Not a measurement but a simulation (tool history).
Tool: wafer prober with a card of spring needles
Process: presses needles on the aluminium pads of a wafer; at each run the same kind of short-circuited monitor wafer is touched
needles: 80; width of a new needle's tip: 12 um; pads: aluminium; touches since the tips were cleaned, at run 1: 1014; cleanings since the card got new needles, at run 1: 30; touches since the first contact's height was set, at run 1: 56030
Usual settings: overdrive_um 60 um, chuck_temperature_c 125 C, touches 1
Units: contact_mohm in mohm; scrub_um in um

| run | hour | overdrive_um | chuck_temperature_c | touches | touches since the tips were cleaned | cleanings since the card got new needles | touches since the first contact's height was set | contact_mohm | scrub_um |
|---|---|---|---|---|---|---|---|---|---|
| 1 | 0.0 | 60 | 125 | 1 | 1014 | 30 | 56030 | 343 | 9.75 |
|  | 4.6 | tips cleaned on abrasive film |
| 2 | 8.0 | 60 | 125 | 1 | 575 | 31 | 57365 | 312 | 9.74 |
| 3 | 13.2 | 60 | 125 | 1 | 1435 | 31 | 58225 | 348 | 9.65 |
|  | 14.6 | tips cleaned on abrasive film |
| 4 | 18.4 | 60 | 125 | 1 | 637 | 32 | 59092 | 318 | 9.67 |
|  | 24.6 | tips cleaned on abrasive film |
| 5 | 28.2 | 60 | 125 | 1 | 606 | 33 | 60713 | 320 | 9.59 |
| 6 | 33.0 | 60 | 125 | 1 | 1419 | 33 | 61526 | 351 | 9.64 |
|  | 34.8 | tips cleaned on abrasive film |
| 7 | 41.9 | 60 | 125 | 1 | 1189 | 34 | 63007 | 335 | 9.71 |
|  | 45.4 | tips cleaned on abrasive film |
| 8 | 46.9 | 54 | 125 | 1 | 244 | 35 | 63826 | 312 | 8.51 |
| 9 | 51.7 | 54 | 125 | 1 | 1059 | 35 | 64641 | 349 | 8.58 |
|  | 55.3 | tips cleaned on abrasive film |
| 10 | 60.7 | 60 | 125 | 1 | 917 | 36 | 66134 | 333 | 9.54 |
|  | 65.8 | tips cleaned on abrasive film |
| 11 | 69.3 | 62 | 125 | 1 | 591 | 37 | 67565 | 313 | 9.85 |
| 12 | 73.7 | 62 | 125 | 1 | 1315 | 37 | 68289 | 343 | 10.04 |
|  | 76.2 | tips cleaned on abrasive film |
| 13 | 81.1 | 60 | 125 | 1 | 823 | 38 | 69530 | 326 | 9.39 |
|  | 86.6 | tips cleaned on abrasive film |
| 14 | 91.1 | 60 | 125 | 1 | 759 | 39 | 71186 | 321 | 9.60 |
| 15 | 95.7 | 53 | 125 | 1 | 1528 | 39 | 71955 | 378 | 8.27 |
|  | 96.7 | tips cleaned on abrasive film |
| 16 | 105.9 | 60 | 125 | 1 | 1550 | 40 | 73653 | 354 | 9.48 |
|  | 106.8 | tips cleaned on abrasive film |
| 17 | 113.7 | 60 | 125 | 1 | 1162 | 41 | 74956 | 341 | 9.40 |
|  | 116.8 | tips cleaned on abrasive film |
| 18 | 119.3 | 60 | 125 | 1 | 414 | 42 | 75866 | 314 | 9.64 |
| 19 | 125.8 | 60 | 117 | 2 | 1520 | 42 | 76972 | 321 | 9.60 |
|  | 126.9 | tips cleaned on abrasive film |
| 20 | 130.3 | 60 | 117 | 2 | 577 | 43 | 77704 | 302 | 9.42 |
| 21 | 134.5 | 60 | 27 | 1 | 1283 | 43 | 78410 | 335 | 9.61 |
|  | 137.0 | tips cleaned on abrasive film |
| 22 | 141.7 | 60 | 125 | 2 | 779 | 44 | 79599 | 308 | 9.36 |
|  | 147.2 | tips cleaned on abrasive film |
| 23 | 149.0 | 46 | 30 | 2 | 289 | 45 | 80807 | 284 | 6.98 |
| 24 | 153.6 | 71 | 56 | 3 | 1063 | 45 | 81581 | 274 | 11.24 |
|  | 157.3 | tips cleaned on abrasive film |
| 25 | 163.5 | 40 | 27 | 1 | 1032 | 46 | 83227 | 408 | 6.01 |
|  | 167.4 | tips cleaned on abrasive film |
| 26 | 169.5 | 40 | 27 | 1 | 358 | 47 | 84224 | 338 | 5.90 |
|  | 177.2 | tips cleaned on abrasive film |
| 27 | 177.6 | 40 | 27 | 2 | 57 | 48 | 85568 | 276 | 6.06 |
| 28 | 186.1 | 59 | 27 | 2 | 1481 | 48 | 86992 | 309 | 9.26 |
|  | 187.7 | tips cleaned on abrasive film |
| 29 | 193.1 | 53 | 56 | 2 | 913 | 49 | 88161 | 305 | 8.32 |
| 30 | 197.4 | 77 | 38 | 2 | 1624 | 49 | 88872 | 286 | 12.32 |
|  | 198.2 | tips cleaned on abrasive film |
| 31 | 203.1 | 54 | 38 | 2 | 824 | 50 | 89822 | 299 | 8.59 |
|  | 208.2 | tips cleaned on abrasive film |
| 32 | 208.4 | 54 | 38 | 2 | 38 | 51 | 90695 | 269 | 8.30 |
| 33 | 217.7 | 54 | 38 | 2 | 1594 | 51 | 92251 | 329 | 8.51 |
|  | 218.2 | tips cleaned on abrasive film |
| 34 | 222.9 | 54 | 66 | 2 | 783 | 52 | 93114 | 305 | 8.42 |

How the hidden state differs across the entries between the runs, from the last listed run before each to the first after it:
Between runs 1 and 2: tips cleaned on abrasive film (hour 4.6)
  debris on the tips, nm: 52.5 -> 29; way that the needles fall short of the set height, um: 2.53 -> 2.61; tips' diameter, um: 12.89 -> 12.91
  measured less the result without the state, contact_mohm: +61 -> +34 mohm; scrub_um: -0.43 -> -0.43 um
Between runs 3 and 4: tips cleaned on abrasive film (hour 14.6)
  debris on the tips, nm: 60.6 -> 32.9; way that the needles fall short of the set height, um: 2.61 -> 2.71; tips' diameter, um: 12.91 -> 12.95
  measured less the result without the state, contact_mohm: +70 -> +39 mohm; scrub_um: -0.44 -> -0.45 um
Between runs 4 and 5: tips cleaned on abrasive film (hour 24.6)
  debris on the tips, nm: 32.9 -> 34.2; way that the needles fall short of the set height, um: 2.71 -> 2.81; tips' diameter, um: 12.95 -> 12.99
  measured less the result without the state, contact_mohm: +39 -> +41 mohm; scrub_um: -0.45 -> -0.47 um
Between runs 6 and 7: tips cleaned on abrasive film (hour 34.8)
  debris on the tips, nm: 61.4 -> 52.5; way that the needles fall short of the set height, um: 2.81 -> 2.91; tips' diameter, um: 12.99 -> 13.02
  measured less the result without the state, contact_mohm: +71 -> +61 mohm; scrub_um: -0.48 -> -0.49 um
Between runs 7 and 8: tips cleaned on abrasive film (hour 45.4)
  debris on the tips, nm: 52.5 -> 18.2; way that the needles fall short of the set height, um: 2.91 -> 2.99; tips' diameter, um: 13.02 -> 13.05
  measured less the result without the state, contact_mohm: +61 -> +28 mohm; scrub_um: -0.49 -> -0.51 um
Between runs 9 and 10: tips cleaned on abrasive film (hour 55.3)
  debris on the tips, nm: 48.7 -> 44.8; way that the needles fall short of the set height, um: 2.99 -> 3.08; tips' diameter, um: 13.05 -> 13.08
  measured less the result without the state, contact_mohm: +70 -> +53 mohm; scrub_um: -0.50 -> -0.52 um
Between runs 10 and 11: tips cleaned on abrasive film (hour 65.8)
  debris on the tips, nm: 44.8 -> 31.9; way that the needles fall short of the set height, um: 3.08 -> 3.17; tips' diameter, um: 13.08 -> 13.11
  measured less the result without the state, contact_mohm: +53 -> +36 mohm; scrub_um: -0.52 -> -0.53 um
Between runs 12 and 13: tips cleaned on abrasive film (hour 76.2)
  debris on the tips, nm: 56.8 -> 40.3; way that the needles fall short of the set height, um: 3.17 -> 3.25; tips' diameter, um: 13.11 -> 13.14
  measured less the result without the state, contact_mohm: +65 -> +49 mohm; scrub_um: -0.53 -> -0.55 um
Between runs 13 and 14: tips cleaned on abrasive film (hour 86.6)
  debris on the tips, nm: 40.3 -> 34; way that the needles fall short of the set height, um: 3.25 -> 3.34; tips' diameter, um: 13.14 -> 13.17
  measured less the result without the state, contact_mohm: +49 -> +43 mohm; scrub_um: -0.55 -> -0.56 um
Between runs 15 and 16: tips cleaned on abrasive film (hour 96.7)
  debris on the tips, nm: 62.9 -> 65.6; way that the needles fall short of the set height, um: 3.34 -> 3.41; tips' diameter, um: 13.17 -> 13.19
  measured less the result without the state, contact_mohm: +95 -> +78 mohm; scrub_um: -0.55 -> -0.57 um
Between runs 16 and 17: tips cleaned on abrasive film (hour 106.8)
  debris on the tips, nm: 65.6 -> 48.1; way that the needles fall short of the set height, um: 3.41 -> 3.51; tips' diameter, um: 13.19 -> 13.23
  measured less the result without the state, contact_mohm: +78 -> +60 mohm; scrub_um: -0.57 -> -0.60 um
Between runs 17 and 18: tips cleaned on abrasive film (hour 116.8)
  debris on the tips, nm: 48.1 -> 26.2; way that the needles fall short of the set height, um: 3.51 -> 3.59; tips' diameter, um: 13.23 -> 13.26
  measured less the result without the state, contact_mohm: +60 -> +34 mohm; scrub_um: -0.60 -> -0.59 um
Between runs 19 and 20: tips cleaned on abrasive film (hour 126.9)
  debris on the tips, nm: 64.6 -> 32.9; way that the needles fall short of the set height, um: 3.59 -> 3.68; tips' diameter, um: 13.26 -> 13.29
  measured less the result without the state, contact_mohm: +49 -> +27 mohm; scrub_um: -0.61 -> -0.62 um
Between runs 21 and 22: tips cleaned on abrasive film (hour 137.0)
  debris on the tips, nm: 59.1 -> 35.8; way that the needles fall short of the set height, um: 3.68 -> 3.75; tips' diameter, um: 13.29 -> 13.31
  measured less the result without the state, contact_mohm: +85 -> +29 mohm; scrub_um: -0.62 -> -0.63 um
Between runs 22 and 23: tips cleaned on abrasive film (hour 147.2)
  debris on the tips, nm: 35.8 -> 20.1; way that the needles fall short of the set height, um: 3.75 -> 3.83; tips' diameter, um: 13.31 -> 13.34
  measured less the result without the state, contact_mohm: +29 -> +31 mohm; scrub_um: -0.63 -> -0.64 um
Between runs 24 and 25: tips cleaned on abrasive film (hour 157.3)
  debris on the tips, nm: 48.7 -> 49.2; way that the needles fall short of the set height, um: 3.83 -> 3.94; tips' diameter, um: 13.34 -> 13.38
  measured less the result without the state, contact_mohm: +19 -> +154 mohm; scrub_um: -0.64 -> -0.66 um
Between runs 25 and 26: tips cleaned on abrasive film (hour 167.4)
  debris on the tips, nm: 49.2 -> 23; way that the needles fall short of the set height, um: 3.94 -> 4.01; tips' diameter, um: 13.38 -> 13.4
  measured less the result without the state, contact_mohm: +154 -> +77 mohm; scrub_um: -0.66 -> -0.67 um
Between runs 26 and 27: tips cleaned on abrasive film (hour 177.2)
  debris on the tips, nm: 23 -> 7.6; way that the needles fall short of the set height, um: 4.01 -> 4.11; tips' diameter, um: 13.4 -> 13.44
  measured less the result without the state, contact_mohm: +77 -> +20 mohm; scrub_um: -0.67 -> -0.70 um
Between runs 28 and 29: tips cleaned on abrasive film (hour 187.7)
  debris on the tips, nm: 63.9 -> 41.3; way that the needles fall short of the set height, um: 4.11 -> 4.2; tips' diameter, um: 13.44 -> 13.47
  measured less the result without the state, contact_mohm: +59 -> +47 mohm; scrub_um: -0.69 -> -0.72 um
Between runs 30 and 31: tips cleaned on abrasive film (hour 198.2)
  debris on the tips, nm: 64.5 -> 41.1; way that the needles fall short of the set height, um: 4.2 -> 4.26; tips' diameter, um: 13.47 -> 13.49
  measured less the result without the state, contact_mohm: +37 -> +46 mohm; scrub_um: -0.71 -> -0.73 um
Between runs 31 and 32: tips cleaned on abrasive film (hour 208.2)
  debris on the tips, nm: 41.1 -> 10.2; way that the needles fall short of the set height, um: 4.26 -> 4.33; tips' diameter, um: 13.49 -> 13.52
  measured less the result without the state, contact_mohm: +46 -> +14 mohm; scrub_um: -0.73 -> -0.73 um
Between runs 33 and 34: tips cleaned on abrasive film (hour 218.2)
  debris on the tips, nm: 69.7 -> 36.2; way that the needles fall short of the set height, um: 4.33 -> 4.42; tips' diameter, um: 13.52 -> 13.55
  measured less the result without the state, contact_mohm: +76 -> +41 mohm; scrub_um: -0.73 -> -0.74 um

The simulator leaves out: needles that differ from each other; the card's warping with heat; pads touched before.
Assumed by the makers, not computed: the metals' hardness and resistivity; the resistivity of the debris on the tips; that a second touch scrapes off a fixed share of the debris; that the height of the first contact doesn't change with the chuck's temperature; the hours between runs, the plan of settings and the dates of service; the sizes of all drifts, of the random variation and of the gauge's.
